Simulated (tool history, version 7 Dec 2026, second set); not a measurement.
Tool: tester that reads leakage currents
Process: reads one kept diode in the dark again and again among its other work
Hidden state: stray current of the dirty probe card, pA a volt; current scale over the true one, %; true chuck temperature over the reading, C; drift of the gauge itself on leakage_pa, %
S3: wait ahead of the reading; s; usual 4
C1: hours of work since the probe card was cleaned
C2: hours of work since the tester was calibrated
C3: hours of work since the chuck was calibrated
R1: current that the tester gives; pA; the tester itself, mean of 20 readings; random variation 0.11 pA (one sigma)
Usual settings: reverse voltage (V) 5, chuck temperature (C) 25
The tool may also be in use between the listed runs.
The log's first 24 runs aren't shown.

run 25 hour=2102.1 | reverse_voltage_(V)=16.28 chuck_temperature_(C)=25 S3=4 | C1=175 C2=399 C3=334 | R1=68.96
run 26 hour=2167.8 | reverse_voltage_(V)=5 chuck_temperature_(C)=54 S3=1.74 | C1=223 C2=447 C3=382 | R1=346.96
run 27 hour=2281.7 | reverse_voltage_(V)=5 chuck_temperature_(C)=54 S3=1.74 | C1=307 C2=531 C3=467 | R1=354.57
run 28 hour=2356.8 | reverse_voltage_(V)=12.03 chuck_temperature_(C)=30 S3=0.45 | C1=363 C2=587 C3=522 | R1=97.35
run 29 hour=2412.8 | reverse_voltage_(V)=12.03 chuck_temperature_(C)=30 S3=0.45 | C1=404 C2=628 C3=563 | R1=98.66
run 30 hour=2461 | reverse_voltage_(V)=13.91 chuck_temperature_(C)=41 S3=0.83 | C1=440 C2=664 C3=599 | R1=245.45
run 31 hour=2536.3 | reverse_voltage_(V)=5.45 chuck_temperature_(C)=41 S3=0.35 | C1=495 C2=719 C3=654 | R1=151.13
run 32 hour=2630.8 | reverse_voltage_(V)=1.41 chuck_temperature_(C)=52 S3=6.96 | C1=565 C2=789 C3=724 | R1=163.74
-- hour=2652 chuck's temperature calibrated
run 33 hour=2690.7 | reverse_voltage_(V)=9.08 chuck_temperature_(C)=37 S3=6.96 | C1=608 C2=832 C3=29 | R1=124.13
run 34 hour=2746.4 | reverse_voltage_(V)=9.08 chuck_temperature_(C)=37 S3=6.96 | C1=649 C2=873 C3=70 | R1=124.97
run 35 hour=2859.9 | reverse_voltage_(V)=5 chuck_temperature_(C)=38 S3=4.14 | C1=732 C2=957 C3=153 | R1=100.2
run 36 hour=2946.2 | reverse_voltage_(V)=5 chuck_temperature_(C)=38 S3=4.14 | C1=796 C2=1020 C3=217 | R1=101.37
run 37 hour=3048.1 | reverse_voltage_(V)=1.4 chuck_temperature_(C)=28 S3=4.14 | C1=871 C2=1095 C3=292 | R1=23.16
run 38 hour=3133.1 | reverse_voltage_(V)=1.4 chuck_temperature_(C)=32 S3=4.14 | C1=934 C2=1158 C3=355 | R1=32.51

3 ways to go on from here, each from the tool as it stands after run 38. What would each give?
run A hour=3243.3 | reverse_voltage_(V)=11.11 chuck_temperature_(C)=23 S3=0.75 | C1=1015 C2=1240 C3=436 | R1=?
run B hour=3243.3 | reverse_voltage_(V)=17.18 chuck_temperature_(C)=21 S3=7.61 | C1=1015 C2=1240 C3=436 | R1=?
run C hour=3243.3 | reverse_voltage_(V)=5 chuck_temperature_(C)=48 S3=6.34 | C1=1015 C2=1240 C3=436 | R1=?

run=A R1=52.69
run=B R1=54.68
run=C R1=226.29
Without the tool's hidden state the same runs would have given:
run=A R1=45.18
run=B R1=45.24
run=C R1=205.6

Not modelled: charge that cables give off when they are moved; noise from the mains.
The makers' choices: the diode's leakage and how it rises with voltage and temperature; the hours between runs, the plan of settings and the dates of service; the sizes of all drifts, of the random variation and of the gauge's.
